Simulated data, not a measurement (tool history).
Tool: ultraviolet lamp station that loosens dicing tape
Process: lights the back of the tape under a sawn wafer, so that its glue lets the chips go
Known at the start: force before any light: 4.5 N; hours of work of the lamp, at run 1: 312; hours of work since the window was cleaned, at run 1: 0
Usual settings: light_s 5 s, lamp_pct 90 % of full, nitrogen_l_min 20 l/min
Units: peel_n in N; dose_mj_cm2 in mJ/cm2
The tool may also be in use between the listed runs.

run,day,light_s,lamp_pct,nitrogen_l_min,hours of work of the lamp,hours of work since the window was cleaned,peel_n,dose_mj_cm2
1,0.000,5,90,20,312,0,0.425,479
2,0.783,5,90,20,323,11,0.437,475
3,1.267,6,90,20,330,18,0.312,567
4,2.300,5,90,20,345,33,0.445,472
5,3.442,5,90,20,361,49,0.446,467
6,4.438,5,90,20,375,63,0.432,467
7,5.233,5,70,20,386,75,0.663,363
8,5.796,5,60,20,394,83,0.867,309
9,6.362,5,60,20,403,91,0.871,305
10,7.250,5,90,20,415,103,0.439,458
11,8.138,5,90,20,428,116,0.453,459
12,9.283,5,90,20,444,132,0.474,459
13,10.088,5,90,20,456,144,0.457,453
14,11.075,5,90,20,470,158,0.466,449
15,12.100,2,90,20,484,173,1.653,184
16,12.712,5,90,20,493,181,0.484,445
17,13.662,5,68,20,507,195,0.763,338
18,14.775,5,90,20,522,211,0.487,444
# day 15.312: window cleaned of glue's vapour
19,15.400,4,90,20,531,1,0.655,368
20,16.583,4,90,20,548,18,0.661,371
21,17.608,3,90,11,563,33,1.372,273
22,18.696,6,90,7,578,48,0.651,539
23,19.871,5,90,20,595,65,0.479,452
24,20.746,5,90,39,607,77,0.327,452
25,21.400,2,76,20,617,87,1.933,153
26,21.900,5,90,20,624,94,0.464,444
27,22.804,3,90,9,637,107,1.539,263
28,23.908,6,68,14,652,123,0.720,401

Run 29 comes next. What will it give?
29,24.967,6,68,14,668,138,?,?

{"run 29": {"peel_n": 0.714, "dose_mj_cm2": 398}}
Without the tool's hidden state the same run would have given peel_n 0.546 N, dose_mj_cm2 467 mJ/cm2.
